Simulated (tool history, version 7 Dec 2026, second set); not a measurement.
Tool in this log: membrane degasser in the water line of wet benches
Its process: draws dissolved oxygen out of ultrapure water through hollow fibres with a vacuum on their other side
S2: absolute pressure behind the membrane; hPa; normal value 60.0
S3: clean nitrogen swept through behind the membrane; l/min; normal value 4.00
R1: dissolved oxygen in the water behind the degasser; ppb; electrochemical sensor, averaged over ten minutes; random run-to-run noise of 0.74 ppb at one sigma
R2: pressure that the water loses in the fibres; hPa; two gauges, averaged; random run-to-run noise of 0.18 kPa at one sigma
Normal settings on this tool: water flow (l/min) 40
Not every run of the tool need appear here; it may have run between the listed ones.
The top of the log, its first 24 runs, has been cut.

run 25 hour=1397.8 | water_flow_(l/min)=51 S2=100.6 S3=8.70 | R1=101.7 R2=440.2
run 26 hour=1476.9 | water_flow_(l/min)=44 S2=100.6 S3=1.72 | R1=367.9 R2=378.0
run 27 hour=1524.2 | water_flow_(l/min)=45 S2=37.0 S3=2.03 | R1=27.8 R2=387.4
run 28 hour=1575.0 | water_flow_(l/min)=45 S2=37.0 S3=2.03 | R1=27.9 R2=384.4
run 29 hour=1632.5 | water_flow_(l/min)=62 S2=37.0 S3=2.03 | R1=42.4 R2=527.5
run 30 hour=1703.9 | water_flow_(l/min)=62 S2=37.0 S3=2.03 | R1=42.2 R2=531.9
run 31 hour=1750.0 | water_flow_(l/min)=31 S2=60.0 S3=2.22 | R1=88.9 R2=263.9
run 32 hour=1790.3 | water_flow_(l/min)=39 S2=61.3 S3=2.22 | R1=119.1 R2=337.7

Branching from run 32: 4 alternative next runs. What would each branch give?
run A hour=1854.6 | water_flow_(l/min)=46 S2=79.5 S3=2.22 | R1=? R2=?
run B hour=1854.6 | water_flow_(l/min)=37 S2=52.9 S3=2.22 | R1=? R2=?
run C hour=1854.6 | water_flow_(l/min)=40 S2=70.8 S3=4.00 | R1=? R2=?
run D hour=1854.6 | water_flow_(l/min)=27 S2=100.6 S3=4.47 | R1=? R2=?

run=A R1=216.8 R2=395.8
run=B R1=80.8 R2=318.1
run=C R1=92.4 R2=343.8
run=D R1=98.0 R2=231.2
Without the tool's hidden state the same runs would have given:
run=A R1=216.5 R2=387.0
run=B R1=80.5 R2=311.1
run=C R1=92.2 R2=336.2
run=D R1=97.9 R2=226.0
